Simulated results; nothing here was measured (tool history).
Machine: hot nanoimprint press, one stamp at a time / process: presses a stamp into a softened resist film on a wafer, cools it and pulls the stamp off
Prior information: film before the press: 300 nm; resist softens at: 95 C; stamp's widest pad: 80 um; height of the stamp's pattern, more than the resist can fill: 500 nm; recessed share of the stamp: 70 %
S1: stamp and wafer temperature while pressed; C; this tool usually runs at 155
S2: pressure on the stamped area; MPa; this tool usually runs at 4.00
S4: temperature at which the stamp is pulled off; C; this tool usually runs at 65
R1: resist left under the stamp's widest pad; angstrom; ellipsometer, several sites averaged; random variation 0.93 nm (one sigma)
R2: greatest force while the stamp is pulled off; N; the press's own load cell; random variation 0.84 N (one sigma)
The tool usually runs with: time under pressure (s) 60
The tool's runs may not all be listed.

run 1 hour=0.0 | S1=155 S2=4.00 time_under_pressure_(s)=60 S4=65 | R1=1312 R2=158.3
run 2 hour=13.4 | S1=155 S2=4.00 time_under_pressure_(s)=60 S4=65 | R1=1295 R2=160.2
run 3 hour=26.4 | S1=155 S2=4.00 time_under_pressure_(s)=60 S4=52 | R1=1296 R2=189.6
run 4 hour=47.3 | S1=155 S2=4.00 time_under_pressure_(s)=60 S4=52 | R1=1291 R2=189.8
run 5 hour=55.1 | S1=155 S2=4.00 time_under_pressure_(s)=60 S4=52 | R1=1302 R2=189.9
run 6 hour=66.3 | S1=155 S2=4.00 time_under_pressure_(s)=60 S4=52 | R1=1324 R2=189.7
run 7 hour=75.2 | S1=155 S2=4.00 time_under_pressure_(s)=60 S4=52 | R1=1311 R2=189.3
run 8 hour=90.8 | S1=155 S2=4.00 time_under_pressure_(s)=60 S4=52 | R1=1289 R2=189.2
run 9 hour=98.3 | S1=155 S2=4.00 time_under_pressure_(s)=60 S4=52 | R1=1273 R2=188.5
run 10 hour=108.0 | S1=155 S2=4.00 time_under_pressure_(s)=60 S4=52 | R1=1309 R2=189.1
run 11 hour=125.0 | S1=155 S2=4.00 time_under_pressure_(s)=60 S4=52 | R1=1307 R2=190.7
run 12 hour=141.3 | S1=155 S2=4.00 time_under_pressure_(s)=60 S4=52 | R1=1296 R2=191.1
run 13 hour=155.0 | S1=162 S2=4.00 time_under_pressure_(s)=60 S4=65 | R1=901 R2=158.4
run 14 hour=170.4 | S1=162 S2=4.00 time_under_pressure_(s)=60 S4=65 | R1=914 R2=158.2
run 15 hour=182.7 | S1=162 S2=4.00 time_under_pressure_(s)=60 S4=65 | R1=897 R2=158.6
run 16 hour=199.6 | S1=161 S2=2.82 time_under_pressure_(s)=37 S4=63 | R1=1374 R2=163.6
run 17 hour=216.3 | S1=161 S2=2.82 time_under_pressure_(s)=37 S4=63 | R1=1383 R2=164.3
run 18 hour=233.3 | S1=161 S2=2.82 time_under_pressure_(s)=37 S4=63 | R1=1383 R2=165.5
run 19 hour=242.3 | S1=155 S2=4.21 time_under_pressure_(s)=32 S4=65 | R1=1576 R2=158.2
run 20 hour=260.2 | S1=155 S2=4.21 time_under_pressure_(s)=32 S4=65 | R1=1602 R2=157.4
run 21 hour=275.8 | S1=158 S2=4.00 time_under_pressure_(s)=60 S4=57 | R1=1109 R2=176.5
run 22 hour=292.2 | S1=158 S2=4.01 time_under_pressure_(s)=56 S4=57 | R1=1143 R2=179.1
run 23 hour=300.9 | S1=158 S2=4.01 time_under_pressure_(s)=56 S4=57 | R1=1143 R2=178.6
run 24 hour=318.4 | S1=158 S2=4.01 time_under_pressure_(s)=56 S4=57 | R1=1165 R2=177.6
run 25 hour=329.2 | S1=160 S2=2.54 time_under_pressure_(s)=56 S4=71 | R1=1303 R2=145.4
run 26 hour=345.3 | S1=165 S2=2.54 time_under_pressure_(s)=37 S4=68 | R1=1209 R2=152.3
run 27 hour=352.8 | S1=162 S2=4.00 time_under_pressure_(s)=48 S4=51 | R1=1000 R2=191.5
run 28 hour=363.8 | S1=158 S2=2.46 time_under_pressure_(s)=48 S4=51 | R1=1561 R2=192.4
run 29 hour=376.1 | S1=158 S2=2.46 time_under_pressure_(s)=48 S4=51 | R1=1525 R2=192.8
run 30 hour=391.2 | S1=158 S2=2.46 time_under_pressure_(s)=48 S4=51 | R1=1539 R2=193.0

Not shown: 3 entries that the log had between the listed runs. Between which runs, and how does the tool's hidden state differ before and after?
Runs 3 to 4: stamp cleaned and given a new release coat (hour 37.0)
  grip of the stamp's worn release coat, % over a new coat's: 0.5 -> 0
Runs 19 to 20: plate thermocouple calibrated (hour 250.3); stamp cleaned and given a new release coat (hour 259.0)
  true temperature over the reading, C: 0.13 -> -0.01; grip of the stamp's worn release coat, % over a new coat's: 0.5 -> 0

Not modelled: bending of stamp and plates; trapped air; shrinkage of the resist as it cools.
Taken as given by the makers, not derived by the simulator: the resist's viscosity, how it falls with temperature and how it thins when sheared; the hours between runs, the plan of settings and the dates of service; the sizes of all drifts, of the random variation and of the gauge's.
